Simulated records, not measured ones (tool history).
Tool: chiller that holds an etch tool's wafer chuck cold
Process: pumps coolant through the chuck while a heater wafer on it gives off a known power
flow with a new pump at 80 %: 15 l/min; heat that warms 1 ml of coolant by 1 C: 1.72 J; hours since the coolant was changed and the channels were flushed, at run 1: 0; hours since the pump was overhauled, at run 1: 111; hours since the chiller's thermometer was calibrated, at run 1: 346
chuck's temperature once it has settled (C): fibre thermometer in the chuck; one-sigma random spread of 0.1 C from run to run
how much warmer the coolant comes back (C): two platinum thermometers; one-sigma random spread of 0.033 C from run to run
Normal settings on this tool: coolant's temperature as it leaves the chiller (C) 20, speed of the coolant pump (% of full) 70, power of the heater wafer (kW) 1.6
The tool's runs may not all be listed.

run	hour	coolant's temperature as it leaves the chiller (C)	speed of the coolant pump (% of full)	power of the heater wafer (kW)	hours since the coolant was changed and the channels were flushed	hours since the pump was overhauled	hours since the chiller's thermometer was calibrated	chuck's temperature once it has settled (C)	how much warmer the coolant comes back (C)
1	0	20	70	1.6	0	111	346	39.9	4.29
2	139.4	20	70	1.6	139	250	486	40.1	4.24
3	254.1	20	70	1.6	254	365	600	40.2	4.22
4	335.9	10	70	1.6	336	446	682	30.2	4.23
5	446.1	10	77	1.6	446	557	792	29.3	3.93
6	562.3	10	77	1.6	562	673	909	29.3	3.94
7	629.9	10	77	1.6	630	740	976	29.5	3.93
8	772.5	10	70	1.6	773	883	1119	30.6	4.31
9	902.6	10	70	1.84	903	1013	1249	33.9	5.05
10	984.9	10	70	1.84	985	1096	1331	33.9	5.01
11	1137.9	20	70	1.6	1138	1248	1484	41	4.39
12	1220.4	20	80	1.6	1220	1331	1567	39.6	3.77
13	1360.6	20	70	1.6	1361	1471	1707	41.3	4.43
14	1508.7	20	70	1.237	1509	1619	1855	36.5	3.44
15	1624.2	20	70	1.237	1624	1735	1970	36.9	3.41
16	1754.7	20	70	1.6	1755	1865	2101	41.5	4.44
17	1836	15	78	1.06	1836	1947	2182	28.5	2.64
18	1970.4	28	97	1.24	1970	2081	2317	42.2	2.58
19	2098.2	28	97	1.24	2098	2209	2444	42.3	2.59
20	2203.3	28	97	1.773	2203	2314	2550	48.8	3.64
21	2318.7	28	97	1.773	2319	2429	2665	49.1	3.69
22	2406.2	19	60	1.73	2406	2517	2752	45.5	5.71
23	2483.7	21	74	1.094	2484	2594	2830	35.7	2.97
24	2589.3	21	74	1.09	2589	2700	2936	35.9	2.96
# hour 2645.9: chiller's thermometer calibrated
25	2667.2	26	74	0.888	2666	2777	21	38.8	2.34
26	2779.7	26	62	1.6	2779	2889	134	51.1	5.16
27	2890	19	80	1.245	2889	3000	244	36.3	3.13
28	2969.7	14	93	1.245	2969	3079	324	30	2.78
29	3124.1	17	61	1.6	3123	3234	478	42.9	5.26
30	3259.9	17	61	1.6	3259	3369	614	43.1	5.29
31	3402.6	11	70	1.6	3402	3512	757	35.6	4.69

What if the next run were any one of these 3? Each begins from the tool's condition after run 31:
A	3512.7	14	70	1.687	3512	3622	867	?	?
B	3512.7	17	67	1.6	3512	3622	867	?	?
C	3512.7	24	83	1.338	3512	3622	867	?	?

run	chuck's temperature once it has settled (C)	how much warmer the coolant comes back (C)
A	40.1	4.95
B	42.1	4.88
C	42.9	3.35
Without the tool's unlogged condition, the same runs would have read:
run	chuck's temperature once it has settled (C)	how much warmer the coolant comes back (C)
A	35	4.47
B	37.2	4.39
C	39.2	3.02
